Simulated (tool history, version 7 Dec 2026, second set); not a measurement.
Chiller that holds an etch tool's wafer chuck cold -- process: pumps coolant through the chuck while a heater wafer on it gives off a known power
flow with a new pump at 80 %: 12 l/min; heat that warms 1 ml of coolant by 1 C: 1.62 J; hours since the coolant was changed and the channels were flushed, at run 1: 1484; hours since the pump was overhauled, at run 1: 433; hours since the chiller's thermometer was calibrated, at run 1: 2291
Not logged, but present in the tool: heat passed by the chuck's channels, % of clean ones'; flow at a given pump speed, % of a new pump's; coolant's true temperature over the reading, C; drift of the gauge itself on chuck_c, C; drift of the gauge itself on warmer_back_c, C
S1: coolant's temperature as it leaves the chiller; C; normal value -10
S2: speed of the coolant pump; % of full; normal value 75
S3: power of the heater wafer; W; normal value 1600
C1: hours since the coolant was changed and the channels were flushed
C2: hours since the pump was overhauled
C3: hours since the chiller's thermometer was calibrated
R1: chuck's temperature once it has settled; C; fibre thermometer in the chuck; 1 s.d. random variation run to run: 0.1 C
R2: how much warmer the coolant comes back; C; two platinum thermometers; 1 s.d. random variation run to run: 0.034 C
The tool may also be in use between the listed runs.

run 1 hour=0.0 | S1=-10 S2=75 S3=1600 | C1=1484 C2=433 C3=2291 | R1=2.2 R2=5.29
run 2 hour=17.6 | S1=-15 S2=75 S3=1600 | C1=1502 C2=451 C3=2309 | R1=-2.6 R2=5.33
run 3 hour=44.1 | S1=-10 S2=73 S3=1600 | C1=1528 C2=477 C3=2336 | R1=2.4 R2=5.35
run 4 hour=62.4 | S1=-10 S2=73 S3=1600 | C1=1547 C2=495 C3=2354 | R1=2.5 R2=5.35
run 5 hour=99.4 | S1=-10 S2=75 S3=1600 | C1=1584 C2=532 C3=2391 | R1=2.4 R2=5.17
run 6 hour=134.9 | S1=-10 S2=75 S3=1430 | C1=1619 C2=568 C3=2426 | R1=1.0 R2=4.57
run 7 hour=158.8 | S1=-14 S2=75 S3=1600 | C1=1643 C2=592 C3=2450 | R1=-1.7 R2=5.19
run 8 hour=195.8 | S1=-10 S2=75 S3=1600 | C1=1680 C2=629 C3=2487 | R1=2.4 R2=5.24
run 9 hour=219.9 | S1=-10 S2=75 S3=1600 | C1=1704 C2=653 C3=2511 | R1=2.2 R2=5.22
run 10 hour=239.1 | S1=-10 S2=75 S3=1600 | C1=1723 C2=672 C3=2531 | R1=2.2 R2=5.12
run 11 hour=272.8 | S1=-10 S2=89 S3=1600 | C1=1757 C2=706 C3=2564 | R1=1.1 R2=4.29
run 12 hour=307.6 | S1=-11 S2=61 S3=1600 | C1=1792 C2=741 C3=2599 | R1=3.1 R2=6.32
run 13 hour=342.8 | S1=-11 S2=61 S3=1600 | C1=1827 C2=776 C3=2634 | R1=3.1 R2=6.27
run 14 hour=373.6 | S1=-11 S2=61 S3=1457 | C1=1858 C2=807 C3=2665 | R1=1.9 R2=5.74
run 15 hour=396.1 | S1=-10 S2=85 S3=1340 | C1=1880 C2=829 C3=2688 | R1=-0.5 R2=3.74

Alternative continuations, all from the tool just after run 15; predict every row:
run A hour=429.9 | S1=-10 S2=75 S3=874 | C1=1914 C2=863 C3=2721 | R1=? R2=?
run B hour=429.9 | S1=-3 S2=78 S3=1464 | C1=1914 C2=863 C3=2721 | R1=? R2=?
run C hour=429.9 | S1=-16 S2=91 S3=1104 | C1=1914 C2=863 C3=2721 | R1=? R2=?
run D hour=429.9 | S1=-2 S2=80 S3=873 | C1=1914 C2=863 C3=2721 | R1=? R2=?

run=A R1=-3.5 R2=2.65
run=B R1=7.9 R2=4.46
run=C R1=-8.4 R2=2.80
run=D R1=4.7 R2=2.51
The same runs, with their run-to-run variation unchanged, on a tool lacking any hidden condition would have given:
run=A R1=-3.5 R2=2.85
run=B R1=7.8 R2=4.67
run=C R1=-8.4 R2=3.01
run=D R1=4.7 R2=2.72
